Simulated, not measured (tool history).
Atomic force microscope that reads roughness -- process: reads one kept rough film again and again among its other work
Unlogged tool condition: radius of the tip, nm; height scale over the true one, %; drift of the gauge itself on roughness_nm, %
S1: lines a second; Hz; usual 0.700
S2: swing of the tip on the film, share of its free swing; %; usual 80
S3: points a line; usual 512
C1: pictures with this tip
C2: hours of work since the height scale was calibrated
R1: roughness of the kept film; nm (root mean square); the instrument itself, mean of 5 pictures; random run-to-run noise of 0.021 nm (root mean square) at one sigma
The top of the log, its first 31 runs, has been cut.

run   hour     S1  S2   S3   C1   C2     R1
 32  612.3  0.613  86  311  195  276  5.038
 33  626.4  0.613  83  302  214  282  5.048
 34  645.2  0.613  83  302  238  290  5.075
 35  662.9  1.972  80  301  261  297  4.651
 36  676.3  1.972  56  301  279  303  5.122
 37  703.0  2.235  80  818  314  315  4.637
 38  727.8  2.620  68  548  346  325  4.890
 39  745.6  2.620  72  293  370  333  4.760
     750.7  -- new tip fitted
 40  763.1  2.620  72  293   16  340  4.752
 41  784.3  2.620  72  293   44  349  4.763
 42  800.5  0.515  80  512   65  356  5.129
 43  828.1  0.520  80  718  101  368  5.181

3 options for the next run, each taken on its own from the tool as it stands now. Forecast them:
  A  856.0  0.612  76  258  138  380   ?
  B  856.0  2.398  84  826  138  380   ?
  C  856.0  0.536  83  512  138  380   ?

run     R1
  A  5.114
  B  4.464
  C  5.154
With no hidden state in the tool, these same runs would have given:
run     R1
  A  5.124
  B  4.472
  C  5.163

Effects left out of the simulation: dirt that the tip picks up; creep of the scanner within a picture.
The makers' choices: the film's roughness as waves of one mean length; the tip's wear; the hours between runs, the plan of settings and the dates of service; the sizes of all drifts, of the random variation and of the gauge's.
